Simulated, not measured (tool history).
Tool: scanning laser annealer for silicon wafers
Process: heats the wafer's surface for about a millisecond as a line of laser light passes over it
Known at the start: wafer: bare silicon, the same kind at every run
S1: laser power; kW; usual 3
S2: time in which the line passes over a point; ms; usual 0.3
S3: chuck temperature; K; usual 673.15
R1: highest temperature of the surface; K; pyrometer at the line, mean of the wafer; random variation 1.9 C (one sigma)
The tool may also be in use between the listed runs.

run,hour,S1,S2,S3,R1
1,0,3,0.3,673.15,1447.15
2,17.9,3,0.3,673.15,1445.15
3,45.4,3,0.3,673.15,1443.15
4,72.1,3,0.3,673.15,1446.15
5,87.3,3,0.3,673.15,1443.15
6,100.6,3,0.3,673.15,1445.15
7,119.2,3,0.3,673.15,1443.15
8,136.5,3,0.3,673.15,1441.15
9,161.7,3,0.3,673.15,1442.15
10,181,3,0.3,673.15,1440.15
11,198.4,3,0.3,673.15,1439.15
12,221.9,3,0.266,673.15,1396.15
13,233.5,3,0.266,673.15,1399.15
14,258.8,3,0.3,704.15,1465.15
15,276.7,3,0.3,704.15,1469.15
16,291.6,3,0.3,704.15,1469.15
17,312.8,3,0.3,704.15,1468.15
18,337.9,3,0.3,704.15,1467.15
# hour 343.2: laser's power meter calibrated
19,364.2,3,0.356,673.15,1495.15
20,375.9,3,0.356,673.15,1498.15
21,391.5,2.882,0.297,673.15,1398.15
22,418.2,2.882,0.297,673.15,1398.15
23,439.7,3,0.3,706.15,1463.15
24,455.1,3,0.3,706.15,1462.15
25,469,2.703,0.251,706.15,1331.15
26,492,2.611,0.251,706.15,1306.15
# hour 503: laser's power meter calibrated, once more
27,518.4,3.209,0.251,696.15,1446.15
28,535.9,3.209,0.251,696.15,1443.15
29,548.7,3.209,0.251,696.15,1444.15
30,563.4,2.967,0.3,658.15,1403.15
31,589.7,2.967,0.3,658.15,1403.15
32,606.8,3.002,0.3,666.15,1419.15
33,632.6,3.153,0.342,658.15,1499.15
34,644.1,2.917,0.36,690.15,1482.15
35,666.2,2.917,0.36,690.15,1479.15
36,682.1,2.917,0.36,690.15,1483.15
37,703.5,2.917,0.36,690.15,1477.15
38,715.1,2.938,0.266,655.15,1346.15

3 ways to go on from here, each from the tool as it stands after run 38. What would each give?
A,731.1,2.674,0.237,683.15,?
B,731.1,3,0.223,673.15,?
C,731.1,2.938,0.266,677.15,?

run,R1
A,1277.15
B,1323.15
C,1369.15
Without the tool's hidden state the same runs would have given:
run,R1
A,1312.15
B,1362.15
C,1410.15
